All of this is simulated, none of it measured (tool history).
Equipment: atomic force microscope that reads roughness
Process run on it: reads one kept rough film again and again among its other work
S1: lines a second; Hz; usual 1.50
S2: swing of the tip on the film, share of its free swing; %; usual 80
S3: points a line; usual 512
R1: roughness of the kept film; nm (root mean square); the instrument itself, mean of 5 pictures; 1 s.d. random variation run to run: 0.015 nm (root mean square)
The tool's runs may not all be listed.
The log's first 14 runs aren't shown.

run,day,S1,S2,S3,R1
15,31.712,1.50,80,512,2.299
# day 32.500: new tip fitted
16,34.762,1.50,80,512,2.969
17,36.783,1.50,82,512,2.487
# day 39.196: new tip fitted
18,39.871,1.50,74,512,3.583
19,42.838,1.50,74,512,2.774
20,44.425,0.63,80,888,2.565
# day 45.696: new tip fitted
21,46.096,0.63,80,888,3.816
22,48.567,0.79,80,475,2.966
23,50.283,1.50,80,349,2.455
# day 52.167: new tip fitted
24,52.221,1.53,80,512,3.723
25,54.558,1.53,80,512,2.990
26,56.475,1.53,80,512,2.542
# day 58.804: new tip fitted
27,59.475,1.53,80,512,3.568
# day 61.217: height scale calibrated on a step standard
28,62.525,1.50,79,995,2.721
29,64.496,1.50,79,995,2.349
# day 65.421: new tip fitted
30,66.379,2.11,82,660,3.142
31,69.192,2.11,82,660,2.461
32,70.917,2.11,82,660,2.166
# day 72.004: new tip fitted
33,73.142,0.67,85,398,3.432
34,75.946,1.61,85,398,2.492
35,77.950,1.74,74,676,2.318
# day 78.671: new tip fitted
36,79.283,0.92,58,512,3.743
37,81.108,0.68,67,277,3.130

4 options for the next run, each taken on its own from the tool as it stands now. Forecast them:
A,83.646,0.69,62,527,?
B,83.646,0.68,67,417,?
C,83.646,0.68,67,581,?
D,83.646,2.79,84,512,?

run,R1
A,2.598
B,2.562
C,2.579
D,2.121
With the hidden condition removed and each run's random variation left untouched, the same runs would have given:
run,R1
A,4.063
B,4.008
C,4.035
D,3.318
